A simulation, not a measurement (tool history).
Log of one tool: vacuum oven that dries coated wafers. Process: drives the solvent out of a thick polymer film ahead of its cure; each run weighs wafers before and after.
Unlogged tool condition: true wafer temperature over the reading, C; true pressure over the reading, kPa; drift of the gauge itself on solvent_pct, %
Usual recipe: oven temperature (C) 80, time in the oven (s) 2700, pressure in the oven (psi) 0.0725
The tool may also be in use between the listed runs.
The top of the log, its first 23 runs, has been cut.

run,hour,oven temperature (C),time in the oven (s),pressure in the oven (psi),hours of work since the thermocouples were calibrated,hours of work since the vacuum gauge was cleaned of residue,solvent left in the film (%)
24,473.6,80,2700,0.0393,454,572,2.75
25,495.8,65,1440,0.0393,470,588,8.01
26,510.0,85,1500,0.0914,480,598,4.19
27,526.7,70,2220,0.1414,492,610,6.15
28,555.7,89,2700,0.1175,513,631,1.59
29,579.3,89,2700,0.1175,530,648,1.59
30,602.2,88,3960,0.0540,546,664,0.71
31,629.6,88,3960,0.0540,566,684,0.70
32,653.1,88,3960,0.0540,583,701,0.68
33,668.9,88,3960,0.0540,594,712,0.71
34,695.4,93,2700,0.0725,613,731,0.94
35,710.1,65,4740,0.0725,624,742,4.06
36,722.0,83,3120,0.2793,632,750,2.78
37,745.0,80,1740,0.0551,649,767,4.48
38,760.2,80,1740,0.0551,660,778,4.50
39,776.8,80,1800,0.0551,672,790,4.37
40,802.5,75,3180,0.1052,690,808,3.42
41,825.4,68,3180,0.1052,706,825,5.02
42,846.9,68,2700,0.1052,722,840,5.63
43,871.2,78,2940,0.0364,739,857,2.78
44,886.2,86,2700,0.0786,750,868,1.83
45,913.6,86,2700,0.0786,770,888,1.79
46,938.5,76,4620,0.0725,788,906,1.88
47,957.4,76,1440,0.1025,801,919,6.19
48,970.6,73,2280,0.1858,811,929,5.58

Alternative continuations, all from the tool just after run 48; predict every row:
A,996.6,78,3360,0.1340,829,947,?
B,996.6,92,2640,0.1986,829,947,?
C,996.6,84,2700,0.0387,829,947,?

run,solvent left in the film (%)
A,2.79
B,1.52
C,1.99
What these runs would have given with no unlogged condition in the tool:
run,solvent left in the film (%)
A,2.90
B,1.58
C,2.09

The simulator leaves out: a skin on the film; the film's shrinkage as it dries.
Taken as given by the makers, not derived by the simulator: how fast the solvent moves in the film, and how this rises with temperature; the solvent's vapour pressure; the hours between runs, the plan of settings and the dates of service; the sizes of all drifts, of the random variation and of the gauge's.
